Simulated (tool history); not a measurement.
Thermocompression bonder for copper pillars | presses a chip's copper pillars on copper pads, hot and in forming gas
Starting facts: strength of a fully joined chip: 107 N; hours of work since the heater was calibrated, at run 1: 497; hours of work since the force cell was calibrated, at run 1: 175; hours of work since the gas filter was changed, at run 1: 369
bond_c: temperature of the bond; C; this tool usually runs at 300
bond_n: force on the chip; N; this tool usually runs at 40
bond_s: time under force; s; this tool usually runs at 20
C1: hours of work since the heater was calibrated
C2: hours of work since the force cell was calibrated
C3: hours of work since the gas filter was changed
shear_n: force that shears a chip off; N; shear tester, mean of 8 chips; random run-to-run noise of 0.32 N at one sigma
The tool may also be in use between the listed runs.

run 1 hour=0.0 | bond_c=300 bond_n=40 bond_s=20 | C1=497 C2=175 C3=369 | shear_n=48.9
run 2 hour=19.1 | bond_c=300 bond_n=40 bond_s=13 | C1=507 C2=185 C3=379 | shear_n=42.1
run 3 hour=35.9 | bond_c=300 bond_n=50 bond_s=20 | C1=515 C2=193 C3=387 | shear_n=59.8
run 4 hour=46.8 | bond_c=300 bond_n=50 bond_s=20 | C1=521 C2=198 C3=393 | shear_n=59.2
run 5 hour=59.6 | bond_c=270 bond_n=40 bond_s=20 | C1=527 C2=205 C3=399 | shear_n=37.8
-- hour=61.0 forming gas filter changed
run 6 hour=73.9 | bond_c=270 bond_n=40 bond_s=20 | C1=534 C2=212 C3=6 | shear_n=42.5
run 7 hour=82.5 | bond_c=300 bond_n=40 bond_s=20 | C1=538 C2=216 C3=11 | shear_n=54.7
run 8 hour=99.5 | bond_c=300 bond_n=40 bond_s=20 | C1=547 C2=224 C3=19 | shear_n=55.1
run 9 hour=108.1 | bond_c=300 bond_n=57 bond_s=20 | C1=551 C2=229 C3=23 | shear_n=73.8
run 10 hour=118.5 | bond_c=300 bond_n=57 bond_s=20 | C1=556 C2=234 C3=29 | shear_n=74.5
run 11 hour=135.9 | bond_c=300 bond_n=57 bond_s=20 | C1=565 C2=242 C3=37 | shear_n=74.9
run 12 hour=155.3 | bond_c=300 bond_n=57 bond_s=52 | C1=574 C2=252 C3=47 | shear_n=90.5
run 13 hour=163.9 | bond_c=300 bond_n=57 bond_s=52 | C1=579 C2=256 C3=51 | shear_n=89.6
run 14 hour=178.6 | bond_c=300 bond_n=57 bond_s=52 | C1=586 C2=264 C3=59 | shear_n=89.4
run 15 hour=192.7 | bond_c=320 bond_n=57 bond_s=52 | C1=593 C2=271 C3=66 | shear_n=95.6
run 16 hour=208.8 | bond_c=326 bond_n=57 bond_s=52 | C1=601 C2=279 C3=74 | shear_n=96.4
run 17 hour=222.5 | bond_c=326 bond_n=57 bond_s=52 | C1=608 C2=286 C3=80 | shear_n=96.0
-- hour=226.4 heater calibrated with a thermocouple chip
run 18 hour=244.9 | bond_c=317 bond_n=40 bond_s=20 | C1=9 C2=296 C3=91 | shear_n=60.6
run 19 hour=264.7 | bond_c=300 bond_n=40 bond_s=20 | C1=19 C2=306 C3=100 | shear_n=54.1
run 20 hour=279.6 | bond_c=300 bond_n=40 bond_s=20 | C1=26 C2=313 C3=108 | shear_n=54.2
-- hour=283.6 heater calibrated with a thermocouple chip, once more
run 21 hour=290.6 | bond_c=300 bond_n=40 bond_s=20 | C1=3 C2=318 C3=112 | shear_n=51.3
run 22 hour=301.3 | bond_c=328 bond_n=39 bond_s=43 | C1=9 C2=323 C3=118 | shear_n=74.7
run 23 hour=310.7 | bond_c=328 bond_n=36 bond_s=12 | C1=14 C2=328 C3=122 | shear_n=47.4
run 24 hour=321.8 | bond_c=297 bond_n=51 bond_s=49 | C1=19 C2=333 C3=128 | shear_n=79.8
run 25 hour=335.9 | bond_c=299 bond_n=60 bond_s=25 | C1=26 C2=340 C3=135 | shear_n=77.2
run 26 hour=349.1 | bond_c=299 bond_n=34 bond_s=25 | C1=33 C2=347 C3=142 | shear_n=45.9
run 27 hour=361.7 | bond_c=280 bond_n=37 bond_s=59 | C1=39 C2=353 C3=148 | shear_n=58.6
run 28 hour=378.1 | bond_c=328 bond_n=37 bond_s=34 | C1=47 C2=361 C3=156 | shear_n=67.5
run 29 hour=389.5 | bond_c=294 bond_n=26 bond_s=26 | C1=53 C2=367 C3=162 | shear_n=33.3
run 30 hour=404.4 | bond_c=294 bond_n=26 bond_s=26 | C1=60 C2=374 C3=169 | shear_n=33.8
run 31 hour=418.9 | bond_c=294 bond_n=50 bond_s=32 | C1=67 C2=381 C3=176 | shear_n=69.1
run 32 hour=435.4 | bond_c=323 bond_n=34 bond_s=34 | C1=76 C2=390 C3=185 | shear_n=61.1
run 33 hour=452.6 | bond_c=323 bond_n=29 bond_s=12 | C1=84 C2=398 C3=193 | shear_n=35.2
run 34 hour=468.3 | bond_c=323 bond_n=29 bond_s=12 | C1=92 C2=406 C3=201 | shear_n=35.5
run 35 hour=486.4 | bond_c=286 bond_n=35 bond_s=24 | C1=101 C2=415 C3=210 | shear_n=41.5
run 36 hour=503.6 | bond_c=321 bond_n=37 bond_s=48 | C1=110 C2=424 C3=218 | shear_n=70.6
run 37 hour=513.5 | bond_c=281 bond_n=52 bond_s=24 | C1=115 C2=429 C3=223 | shear_n=60.5
run 38 hour=527.7 | bond_c=307 bond_n=39 bond_s=18 | C1=122 C2=436 C3=230 | shear_n=49.8
run 39 hour=539.9 | bond_c=321 bond_n=37 bond_s=20 | C1=128 C2=442 C3=237 | shear_n=54.2
run 40 hour=554.3 | bond_c=321 bond_n=37 bond_s=20 | C1=135 C2=449 C3=244 | shear_n=54.0
run 41 hour=564.4 | bond_c=275 bond_n=29 bond_s=19 | C1=140 C2=454 C3=249 | shear_n=27.3

Here are 3 independent what-if runs from the current tool condition. What would each one return?
run A hour=575.9 | bond_c=291 bond_n=28 bond_s=21 | C1=146 C2=460 C3=255 | shear_n=?
run B hour=575.9 | bond_c=327 bond_n=26 bond_s=20 | C1=146 C2=460 C3=255 | shear_n=?
run C hour=575.9 | bond_c=275 bond_n=26 bond_s=15 | C1=146 C2=460 C3=255 | shear_n=?

run=A shear_n=31.9
run=B shear_n=39.4
run=C shear_n=21.7
Stripped of hidden state, with their random variation kept, the same runs would have yielded:
run=A shear_n=32.5
run=B shear_n=40.4
run=C shear_n=22.0

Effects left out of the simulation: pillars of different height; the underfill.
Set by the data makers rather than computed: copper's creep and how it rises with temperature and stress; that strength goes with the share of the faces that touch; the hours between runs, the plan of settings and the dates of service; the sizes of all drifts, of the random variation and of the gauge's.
